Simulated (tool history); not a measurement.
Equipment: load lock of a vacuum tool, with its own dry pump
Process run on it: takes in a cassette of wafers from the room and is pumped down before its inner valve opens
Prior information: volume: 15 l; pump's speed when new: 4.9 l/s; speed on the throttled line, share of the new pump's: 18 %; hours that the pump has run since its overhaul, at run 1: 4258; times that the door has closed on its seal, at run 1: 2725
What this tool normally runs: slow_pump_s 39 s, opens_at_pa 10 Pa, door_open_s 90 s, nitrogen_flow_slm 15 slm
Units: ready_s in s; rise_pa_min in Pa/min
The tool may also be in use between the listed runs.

run,day,slow_pump_s,opens_at_pa,door_open_s,nitrogen_flow_slm,hours that the pump has run since its overhaul,times that the door has closed on its seal,"incoming humidity of the room's air, %",ready_s,rise_pa_min
1,0,39,10,90,15,4258,2725,44.9,62.5,0.094
2,3.221,39,10,62,15,4335,2860,46.6,62.3,0.082
3,5.962,39,19,62,15,4401,2974,45.5,59.6,0.082
4,8.271,39,10,90,15,4456,3070,44.3,62.3,0.096
5,11.704,39,16,90,15,4539,3213,43.9,60.5,0.097
6,14.817,39,16,90,15,4613,3343,47.6,60.3,0.107
7,16.671,39,16,90,15,4658,3420,45.2,60.5,0.096
8,20.417,39,16,90,15,4748,3576,43.5,60.2,0.091
9,24.075,39,16,90,15,4835,3729,43.1,60.4,0.097
10,27.896,39,10,90,15,4927,3888,43.1,62.1,0.1
11,30.642,39,10,90,15,4993,4002,44,62.6,0.098
12,34.312,39,10,90,15,5081,4155,45.3,62.3,0.096
13,37.275,39,10,90,15,5152,4279,47.3,62.6,0.1
14,39.467,39,10,90,15,5205,4370,44.7,62,0.1
15,41.1,34,12,151,28,5244,4438,45.4,57.6,0.112
16,43.162,31,9,89,28,5294,4524,43.2,56.1,0.077
17,46.471,39,12,90,7,5373,4662,47.6,62,0.13
18,49.512,39,12,90,7,5446,4789,42.8,61.1,0.12
19,51.196,39,10,69,8,5486,4859,44.2,62.7,0.102
20,52.85,39,9,34,8,5526,4928,41.6,62.6,0.066
21,56.633,39,9,34,8,5617,5085,44,63,0.069
22,60.192,39,9,34,8,5702,5234,44.3,62.7,0.074
23,63.821,39,9,34,8,5789,5385,48.6,62.8,0.077
24,65.467,39,9,34,8,5829,5453,48.9,62.9,0.075
25,68.079,46,9,34,8,5892,5562,43,68.4,0.07
26,71.658,46,9,89,8,5977,5711,43.2,68.6,0.117

Branching from run 26: 4 alternative next runs. What would each branch give?
A,75.162,32,17,90,15,6062,5857,46,?,?
B,75.162,39,9,42,37,6062,5857,43.1,?,?
C,75.162,63,9,89,15,6062,5857,47.8,?,?
D,75.162,46,9,172,37,6062,5857,44.9,?,?

run,ready_s,rise_pa_min
A,55.1,0.11
B,63,0.051
C,82,0.112
D,68.7,0.113
Without the tool's hidden state the same runs would have given:
run,ready_s,rise_pa_min
A,53.2,0.093
B,61.1,0.035
C,80.5,0.096
D,66.8,0.096

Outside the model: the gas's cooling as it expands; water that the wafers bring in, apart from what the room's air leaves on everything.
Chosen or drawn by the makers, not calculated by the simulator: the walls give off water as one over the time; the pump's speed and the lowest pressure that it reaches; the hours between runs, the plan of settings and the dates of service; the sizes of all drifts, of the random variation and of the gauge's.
